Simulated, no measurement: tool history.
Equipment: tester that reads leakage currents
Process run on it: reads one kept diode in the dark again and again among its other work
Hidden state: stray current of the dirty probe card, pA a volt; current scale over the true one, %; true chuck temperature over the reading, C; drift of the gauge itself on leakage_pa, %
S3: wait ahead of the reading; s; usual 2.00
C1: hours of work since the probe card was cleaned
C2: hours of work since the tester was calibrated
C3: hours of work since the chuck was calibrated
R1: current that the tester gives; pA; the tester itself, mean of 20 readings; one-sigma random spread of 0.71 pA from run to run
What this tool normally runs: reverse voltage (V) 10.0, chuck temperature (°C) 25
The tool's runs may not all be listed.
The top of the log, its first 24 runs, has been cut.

{"run": 25, "hour": 1123.2, "reverse voltage (V)": 7.5, "chuck temperature (°C)": 46, "S3": 2.0, "C1": 870, "C2": 2156, "C3": 310, "R1": 1460.87}
{"run": 26, "hour": 1178.3, "reverse voltage (V)": 7.5, "chuck temperature (°C)": 46, "S3": 2.0, "C1": 914, "C2": 2200, "C3": 353, "R1": 1456.81}
{"run": 27, "hour": 1228.8, "reverse voltage (V)": 10.0, "chuck temperature (°C)": 59, "S3": 3.3, "C1": 954, "C2": 2240, "C3": 394, "R1": 4657.86}
{"run": 28, "hour": 1258.6, "reverse voltage (V)": 13.2, "chuck temperature (°C)": 25, "S3": 2.0, "C1": 978, "C2": 2264, "C3": 418, "R1": 260.36}
{"run": 29, "hour": 1315.9, "reverse voltage (V)": 8.2, "chuck temperature (°C)": 33, "S3": 2.13, "C1": 1024, "C2": 2310, "C3": 463, "R1": 476.93}
{"run": 30, "hour": 1357.4, "reverse voltage (V)": 10.0, "chuck temperature (°C)": 28, "S3": 0.39, "C1": 1057, "C2": 2343, "C3": 496, "R1": 319.81}
{"run": 31, "hour": 1414.3, "reverse voltage (V)": 2.4, "chuck temperature (°C)": 51, "S3": 0.91, "C1": 1102, "C2": 2388, "C3": 542, "R1": 1528.34}
{"run": 32, "hour": 1440.9, "reverse voltage (V)": 6.2, "chuck temperature (°C)": 23, "S3": 0.53, "C1": 1124, "C2": 2409, "C3": 563, "R1": 167.53}
{"run": 33, "hour": 1477.1, "reverse voltage (V)": 6.2, "chuck temperature (°C)": 23, "S3": 0.53, "C1": 1153, "C2": 2438, "C3": 592, "R1": 167.45}
{"run": 34, "hour": 1534.8, "reverse voltage (V)": 10.0, "chuck temperature (°C)": 40, "S3": 5.27, "C1": 1199, "C2": 2484, "C3": 638, "R1": 954.39}
{"run": 35, "hour": 1592.0, "reverse voltage (V)": 10.0, "chuck temperature (°C)": 45, "S3": 2.0, "C1": 1244, "C2": 2530, "C3": 684, "R1": 1479.82}
{"run": 36, "hour": 1647.7, "reverse voltage (V)": 10.0, "chuck temperature (°C)": 25, "S3": 0.9, "C1": 1289, "C2": 2574, "C3": 728, "R1": 237.88}
{"run": 37, "hour": 1681.7, "reverse voltage (V)": 10.0, "chuck temperature (°C)": 25, "S3": 1.65, "C1": 1316, "C2": 2602, "C3": 755, "R1": 236.66}
{"run": 38, "hour": 1743.8, "reverse voltage (V)": 10.0, "chuck temperature (°C)": 38, "S3": 4.85, "C1": 1365, "C2": 2651, "C3": 805, "R1": 800.36}
{"run": 39, "hour": 1793.4, "reverse voltage (V)": 10.0, "chuck temperature (°C)": 38, "S3": 4.85, "C1": 1405, "C2": 2691, "C3": 844, "R1": 797.46}
{"run": 40, "hour": 1837.5, "reverse voltage (V)": 17.0, "chuck temperature (°C)": 25, "S3": 0.34, "C1": 1440, "C2": 2726, "C3": 880, "R1": 288.44}

3 options for the next run, each taken on its own from the tool as it stands now. Forecast them:
{"hour": 1881.3, "done": "tester calibrated"}
{"run": "A", "hour": 1886.4, "reverse voltage (V)": 10.0, "chuck temperature (°C)": 23, "S3": 3.68, "C1": 1478, "C2": 4, "C3": 917, "R1": "?"}
{"hour": 1881.3, "done": "tester calibrated"}
{"run": "B", "hour": 1886.4, "reverse voltage (V)": 1.3, "chuck temperature (°C)": 54, "S3": 2.02, "C1": 1478, "C2": 4, "C3": 917, "R1": "?"}
{"hour": 1881.3, "done": "tester calibrated"}
{"run": "C", "hour": 1886.4, "reverse voltage (V)": 17.0, "chuck temperature (°C)": 27, "S3": 0.34, "C1": 1478, "C2": 4, "C3": 917, "R1": "?"}

run=A R1=194.52
run=B R1=1594.54
run=C R1=349.85
Had the tool no hidden state, the same runs would have come out as:
run=A R1=194.15
run=B R1=1592.46
run=C R1=349.22
